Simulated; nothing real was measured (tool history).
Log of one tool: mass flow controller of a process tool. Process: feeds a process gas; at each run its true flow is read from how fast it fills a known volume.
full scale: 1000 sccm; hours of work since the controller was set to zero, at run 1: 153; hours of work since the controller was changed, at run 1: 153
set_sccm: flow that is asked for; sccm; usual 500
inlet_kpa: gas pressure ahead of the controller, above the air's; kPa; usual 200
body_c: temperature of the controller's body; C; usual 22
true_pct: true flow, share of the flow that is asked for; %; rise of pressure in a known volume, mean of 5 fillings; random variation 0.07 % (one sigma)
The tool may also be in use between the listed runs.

| run | hour | set_sccm | inlet_kpa | body_c | hours of work since the controller was set to zero | hours of work since the controller was changed | true_pct |
|---|---|---|---|---|---|---|---|
| 1 | 0.0 | 500 | 200 | 22 | 153 | 153 | 99.04 |
| 2 | 119.5 | 500 | 200 | 22 | 209 | 209 | 99.17 |
| 3 | 285.3 | 500 | 200 | 22 | 287 | 287 | 99.20 |
| 4 | 368.0 | 500 | 200 | 22 | 326 | 326 | 99.13 |
| 5 | 451.2 | 500 | 200 | 22 | 365 | 365 | 99.23 |
| 6 | 566.9 | 500 | 200 | 22 | 419 | 419 | 99.27 |
| 7 | 658.4 | 500 | 200 | 22 | 462 | 462 | 99.37 |
| 8 | 786.5 | 500 | 200 | 22 | 522 | 522 | 99.39 |
| 9 | 884.1 | 899 | 200 | 22 | 568 | 568 | 99.74 |
| 10 | 968.5 | 268 | 200 | 22 | 607 | 607 | 99.30 |
| 11 | 1130.7 | 268 | 200 | 22 | 684 | 684 | 99.30 |
| 12 | 1237.2 | 500 | 200 | 30 | 733 | 733 | 99.80 |
| 13 | 1358.8 | 500 | 158 | 22 | 791 | 791 | 99.75 |
| 14 | 1503.1 | 500 | 155 | 22 | 858 | 858 | 99.58 |
| 15 | 1583.8 | 500 | 155 | 22 | 896 | 896 | 99.73 |
| 16 | 1700.4 | 500 | 200 | 20 | 951 | 951 | 99.43 |
| 17 | 1838.1 | 500 | 200 | 20 | 1015 | 1015 | 99.42 |
| 18 | 1926.8 | 500 | 200 | 22 | 1057 | 1057 | 99.66 |
| 19 | 2020.2 | 500 | 200 | 25 | 1101 | 1101 | 99.82 |
| 20 | 2171.5 | 111 | 200 | 25 | 1172 | 1172 | 101.15 |
| 21 | 2335.7 | 111 | 200 | 25 | 1249 | 1249 | 101.20 |
| 22 | 2427.5 | 111 | 200 | 25 | 1292 | 1292 | 101.54 |
| 23 | 2531.3 | 500 | 247 | 22 | 1341 | 1341 | 99.68 |
| 24 | 2688.0 | 500 | 247 | 22 | 1414 | 1414 | 99.74 |
| 25 | 2842.5 | 500 | 247 | 22 | 1487 | 1487 | 99.71 |
| 26 | 2942.8 | 782 | 190 | 22 | 1534 | 1534 | 100.08 |
| 27 | 3030.0 | 947 | 265 | 29 | 1575 | 1575 | 100.39 |
| 28 | 3122.1 | 459 | 150 | 24 | 1618 | 1618 | 100.19 |
| 29 | 3226.5 | 459 | 150 | 24 | 1667 | 1667 | 100.41 |
| 30 | 3327.8 | 500 | 211 | 22 | 1714 | 1714 | 99.99 |
| 31 | 3462.1 | 402 | 222 | 22 | 1777 | 1777 | 99.94 |
| 32 | 3552.5 | 199 | 257 | 25 | 1820 | 1820 | 100.71 |
| 33 | 3722.5 | 199 | 257 | 25 | 1899 | 1899 | 100.72 |
| 34 | 3818.4 | 199 | 257 | 21 | 1944 | 1944 | 100.54 |
| 35 | 3929.8 | 199 | 257 | 21 | 1997 | 1997 | 100.77 |
| 36 | 4014.0 | 457 | 257 | 21 | 2036 | 2036 | 99.99 |
| 37 | 4125.6 | 457 | 257 | 21 | 2089 | 2089 | 99.94 |
| 38 | 4246.0 | 457 | 257 | 21 | 2145 | 2145 | 99.97 |
| 39 | 4372.8 | 954 | 231 | 25 | 2205 | 2205 | 100.75 |
| 40 | 4512.9 | 954 | 154 | 36 | 2270 | 2270 | 101.46 |
| 41 | 4616.4 | 954 | 154 | 36 | 2319 | 2319 | 101.60 |
| 42 | 4735.8 | 404 | 266 | 25 | 2375 | 2375 | 100.50 |
| 43 | 4829.6 | 404 | 266 | 25 | 2419 | 2419 | 100.48 |
| 44 | 4933.3 | 129 | 191 | 32 | 2468 | 2468 | 103.47 |
| 45 | 5046.4 | 129 | 191 | 32 | 2521 | 2521 | 103.60 |
| 46 | 5136.1 | 142 | 200 | 23 | 2563 | 2563 | 102.70 |
| 47 | 5214.9 | 518 | 200 | 26 | 2600 | 2600 | 100.79 |
| 48 | 5302.9 | 561 | 229 | 22 | 2641 | 2641 | 100.34 |

3 ways to go on from here, each from the tool as it stands after run 48. What would each give?
| A | 5431.8 | 471 | 200 | 22 | 2701 | 2701 | ? |
| B | 5431.8 | 561 | 147 | 24 | 2701 | 2701 | ? |
| C | 5431.8 | 226 | 251 | 39 | 2701 | 2701 | ? |

| run | true_pct |
|---|---|
| A | 100.54 |
| B | 100.83 |
| C | 102.28 |
Without the tool's hidden state the same runs would have given:
| run | true_pct |
|---|---|
| A | 98.94 |
| B | 99.42 |
| C | 99.42 |
